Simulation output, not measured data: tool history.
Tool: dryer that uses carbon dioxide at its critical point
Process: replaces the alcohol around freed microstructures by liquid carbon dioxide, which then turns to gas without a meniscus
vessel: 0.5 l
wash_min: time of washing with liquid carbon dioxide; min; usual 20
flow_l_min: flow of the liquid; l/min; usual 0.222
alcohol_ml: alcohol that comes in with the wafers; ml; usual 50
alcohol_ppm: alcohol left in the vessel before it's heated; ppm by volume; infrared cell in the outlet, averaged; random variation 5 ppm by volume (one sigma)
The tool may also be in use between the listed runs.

run 1 hour=0 | wash_min=20 flow_l_min=0.222 alcohol_ml=50 | alcohol_ppm=48
run 2 hour=10.6 | wash_min=20 flow_l_min=0.222 alcohol_ml=50 | alcohol_ppm=40
run 3 hour=30.7 | wash_min=20 flow_l_min=0.222 alcohol_ml=50 | alcohol_ppm=48
run 4 hour=54.5 | wash_min=20 flow_l_min=0.222 alcohol_ml=50 | alcohol_ppm=60
run 5 hour=69.5 | wash_min=20 flow_l_min=0.222 alcohol_ml=50 | alcohol_ppm=54
run 6 hour=81 | wash_min=20 flow_l_min=0.222 alcohol_ml=50 | alcohol_ppm=53
run 7 hour=94.2 | wash_min=24 flow_l_min=0.222 alcohol_ml=50 | alcohol_ppm=43
run 8 hour=115.6 | wash_min=24 flow_l_min=0.222 alcohol_ml=50 | alcohol_ppm=49
run 9 hour=140.4 | wash_min=24 flow_l_min=0.222 alcohol_ml=50 | alcohol_ppm=60
run 10 hour=155.9 | wash_min=24 flow_l_min=0.222 alcohol_ml=50 | alcohol_ppm=61
run 11 hour=176 | wash_min=24 flow_l_min=0.222 alcohol_ml=50 | alcohol_ppm=75
run 12 hour=193.3 | wash_min=20 flow_l_min=0.222 alcohol_ml=50 | alcohol_ppm=87
run 13 hour=216.9 | wash_min=20 flow_l_min=0.222 alcohol_ml=50 | alcohol_ppm=92
run 14 hour=241.4 | wash_min=20 flow_l_min=0.222 alcohol_ml=50 | alcohol_ppm=92
run 15 hour=257 | wash_min=20 flow_l_min=0.222 alcohol_ml=50 | alcohol_ppm=92
run 16 hour=275.2 | wash_min=20 flow_l_min=0.222 alcohol_ml=50 | alcohol_ppm=110
run 17 hour=293.8 | wash_min=20 flow_l_min=0.222 alcohol_ml=50 | alcohol_ppm=109
run 18 hour=310.4 | wash_min=20 flow_l_min=0.222 alcohol_ml=50 | alcohol_ppm=111
run 19 hour=323.1 | wash_min=20 flow_l_min=0.167 alcohol_ml=50 | alcohol_ppm=281
run 20 hour=347.4 | wash_min=23 flow_l_min=0.222 alcohol_ml=50 | alcohol_ppm=90
-- hour=354.5 inlet filter changed
run 21 hour=358.9 | wash_min=23 flow_l_min=0.222 alcohol_ml=50 | alcohol_ppm=102
run 22 hour=380.9 | wash_min=23 flow_l_min=0.222 alcohol_ml=50 | alcohol_ppm=108
run 23 hour=395 | wash_min=23 flow_l_min=0.222 alcohol_ml=50 | alcohol_ppm=107
run 24 hour=410.8 | wash_min=20 flow_l_min=0.222 alcohol_ml=50 | alcohol_ppm=123
run 25 hour=436.6 | wash_min=12 flow_l_min=0.275 alcohol_ml=20 | alcohol_ppm=175
run 26 hour=453.3 | wash_min=12 flow_l_min=0.275 alcohol_ml=20 | alcohol_ppm=186
run 27 hour=471.2 | wash_min=12 flow_l_min=0.275 alcohol_ml=20 | alcohol_ppm=186
run 28 hour=490 | wash_min=25 flow_l_min=0.218 alcohol_ml=27 | alcohol_ppm=130
run 29 hour=507.6 | wash_min=25 flow_l_min=0.218 alcohol_ml=27 | alcohol_ppm=120
run 30 hour=526.1 | wash_min=12 flow_l_min=0.162 alcohol_ml=29 | alcohol_ppm=1477
run 31 hour=549.6 | wash_min=20 flow_l_min=0.191 alcohol_ml=25 | alcohol_ppm=162
run 32 hour=570.4 | wash_min=20 flow_l_min=0.191 alcohol_ml=25 | alcohol_ppm=155
run 33 hour=588.1 | wash_min=14 flow_l_min=0.287 alcohol_ml=50 | alcohol_ppm=193
run 34 hour=611.7 | wash_min=14 flow_l_min=0.287 alcohol_ml=50 | alcohol_ppm=194
run 35 hour=625.5 | wash_min=14 flow_l_min=0.287 alcohol_ml=50 | alcohol_ppm=195
run 36 hour=638.3 | wash_min=25 flow_l_min=0.287 alcohol_ml=23 | alcohol_ppm=147
run 37 hour=663.5 | wash_min=25 flow_l_min=0.287 alcohol_ml=23 | alcohol_ppm=148
run 38 hour=677.8 | wash_min=25 flow_l_min=0.351 alcohol_ml=60 | alcohol_ppm=150
run 39 hour=690.6 | wash_min=25 flow_l_min=0.351 alcohol_ml=60 | alcohol_ppm=161
run 40 hour=705.2 | wash_min=30 flow_l_min=0.147 alcohol_ml=50 | alcohol_ppm=181
run 41 hour=722.1 | wash_min=30 flow_l_min=0.147 alcohol_ml=58 | alcohol_ppm=185
run 42 hour=739.1 | wash_min=30 flow_l_min=0.147 alcohol_ml=58 | alcohol_ppm=188
-- hour=741.2 inlet filter changed
run 43 hour=762.7 | wash_min=25 flow_l_min=0.222 alcohol_ml=82 | alcohol_ppm=172
run 44 hour=779.6 | wash_min=15 flow_l_min=0.15 alcohol_ml=35 | alcohol_ppm=997
run 45 hour=805.5 | wash_min=15 flow_l_min=0.15 alcohol_ml=35 | alcohol_ppm=1029
run 46 hour=826.2 | wash_min=26 flow_l_min=0.135 alcohol_ml=35 | alcohol_ppm=255
run 47 hour=841.4 | wash_min=26 flow_l_min=0.373 alcohol_ml=35 | alcohol_ppm=179

3 ways to go on from here, each from the tool as it stands after run 47. What would each give?
run A hour=857.4 | wash_min=13 flow_l_min=0.219 alcohol_ml=34 | alcohol_ppm=?
run B hour=857.4 | wash_min=22 flow_l_min=0.373 alcohol_ml=21 | alcohol_ppm=?
run C hour=857.4 | wash_min=22 flow_l_min=0.361 alcohol_ml=35 | alcohol_ppm=?

run=A alcohol_ppm=457
run=B alcohol_ppm=186
run=C alcohol_ppm=188
Without the tool's hidden state the same runs would have given:
run=A alcohol_ppm=244
run=B alcohol_ppm=3
run=C alcohol_ppm=8

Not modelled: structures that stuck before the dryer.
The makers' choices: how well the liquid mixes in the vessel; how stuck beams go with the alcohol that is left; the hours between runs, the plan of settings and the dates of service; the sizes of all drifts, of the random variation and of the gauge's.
